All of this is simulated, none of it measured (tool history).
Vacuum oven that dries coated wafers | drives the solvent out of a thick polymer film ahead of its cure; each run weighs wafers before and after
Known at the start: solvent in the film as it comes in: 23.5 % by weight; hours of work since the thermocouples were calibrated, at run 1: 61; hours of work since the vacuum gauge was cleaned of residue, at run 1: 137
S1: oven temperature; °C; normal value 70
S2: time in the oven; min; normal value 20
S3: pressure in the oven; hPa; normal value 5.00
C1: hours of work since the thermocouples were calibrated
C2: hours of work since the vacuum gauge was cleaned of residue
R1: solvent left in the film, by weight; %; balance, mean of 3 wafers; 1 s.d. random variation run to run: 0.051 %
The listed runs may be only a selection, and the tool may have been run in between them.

{"run": 1, "hour": 0.0, "S1": 70, "S2": 20, "S3": 5.0, "C1": 61, "C2": 137, "R1": 1.25}
{"run": 2, "hour": 13.1, "S1": 70, "S2": 20, "S3": 5.0, "C1": 71, "C2": 147, "R1": 1.23}
{"run": 3, "hour": 24.8, "S1": 70, "S2": 20, "S3": 5.0, "C1": 79, "C2": 156, "R1": 1.19}
{"run": 4, "hour": 35.2, "S1": 70, "S2": 34, "S3": 5.0, "C1": 87, "C2": 164, "R1": 0.48}
{"run": 5, "hour": 48.6, "S1": 75, "S2": 34, "S3": 5.0, "C1": 97, "C2": 174, "R1": 0.46}
{"run": 6, "hour": 61.0, "S1": 75, "S2": 34, "S3": 5.0, "C1": 106, "C2": 183, "R1": 0.42}
{"run": 7, "hour": 71.0, "S1": 70, "S2": 20, "S3": 5.0, "C1": 114, "C2": 191, "R1": 1.22}
{"run": 8, "hour": 78.5, "S1": 64, "S2": 20, "S3": 5.0, "C1": 120, "C2": 196, "R1": 2.76}
{"run": 9, "hour": 84.8, "S1": 64, "S2": 20, "S3": 5.0, "C1": 124, "C2": 201, "R1": 2.81}
{"run": 10, "hour": 98.2, "S1": 64, "S2": 20, "S3": 5.0, "C1": 134, "C2": 211, "R1": 2.83}
{"run": 11, "hour": 108.1, "S1": 64, "S2": 20, "S3": 5.0, "C1": 142, "C2": 219, "R1": 2.91}
{"run": 12, "hour": 120.1, "S1": 64, "S2": 20, "S3": 5.0, "C1": 151, "C2": 228, "R1": 2.93}
{"run": 13, "hour": 130.8, "S1": 64, "S2": 20, "S3": 5.0, "C1": 159, "C2": 236, "R1": 2.84}
{"hour": 133.4, "done": "vacuum gauge cleaned of residue and calibrated"}
{"run": 14, "hour": 142.3, "S1": 64, "S2": 20, "S3": 5.0, "C1": 166, "C2": 7, "R1": 3.03}
{"run": 15, "hour": 153.3, "S1": 64, "S2": 20, "S3": 5.0, "C1": 175, "C2": 15, "R1": 2.95}
{"hour": 162.6, "done": "vacuum gauge cleaned of residue and calibrated, once more"}
{"run": 16, "hour": 164.4, "S1": 70, "S2": 32, "S3": 4.76, "C1": 182, "C2": 1, "R1": 0.54}
{"run": 17, "hour": 177.4, "S1": 70, "S2": 12, "S3": 16.05, "C1": 192, "C2": 11, "R1": 3.99}
{"run": 18, "hour": 184.0, "S1": 70, "S2": 12, "S3": 5.0, "C1": 197, "C2": 16, "R1": 3.18}
{"run": 19, "hour": 194.3, "S1": 59, "S2": 11, "S3": 9.18, "C1": 204, "C2": 24, "R1": 9.18}
{"run": 20, "hour": 203.7, "S1": 70, "S2": 32, "S3": 5.39, "C1": 211, "C2": 31, "R1": 0.68}
{"run": 21, "hour": 213.4, "S1": 58, "S2": 20, "S3": 4.72, "C1": 219, "C2": 38, "R1": 5.47}
{"run": 22, "hour": 221.3, "S1": 81, "S2": 20, "S3": 5.0, "C1": 225, "C2": 44, "R1": 0.37}
{"run": 23, "hour": 233.8, "S1": 81, "S2": 20, "S3": 5.0, "C1": 234, "C2": 53, "R1": 0.24}

4 ways to go on from here, each from the tool as it stands after run 23. What would each give?
{"run": "A", "hour": 246.1, "S1": 70, "S2": 12, "S3": 4.86, "C1": 243, "C2": 63, "R1": "?"}
{"run": "B", "hour": 246.1, "S1": 56, "S2": 20, "S3": 5.0, "C1": 243, "C2": 63, "R1": "?"}
{"run": "C", "hour": 246.1, "S1": 79, "S2": 14, "S3": 3.35, "C1": 243, "C2": 63, "R1": "?"}
{"run": "D", "hour": 246.1, "S1": 60, "S2": 20, "S3": 5.0, "C1": 243, "C2": 63, "R1": "?"}

run=A R1=3.20
run=B R1=6.55
run=C R1=0.54
run=D R1=4.52
Take away the tool's hidden state, keep each run's random variation, and the runs would have read:
run=A R1=3.12
run=B R1=6.43
run=C R1=0.50
run=D R1=4.40
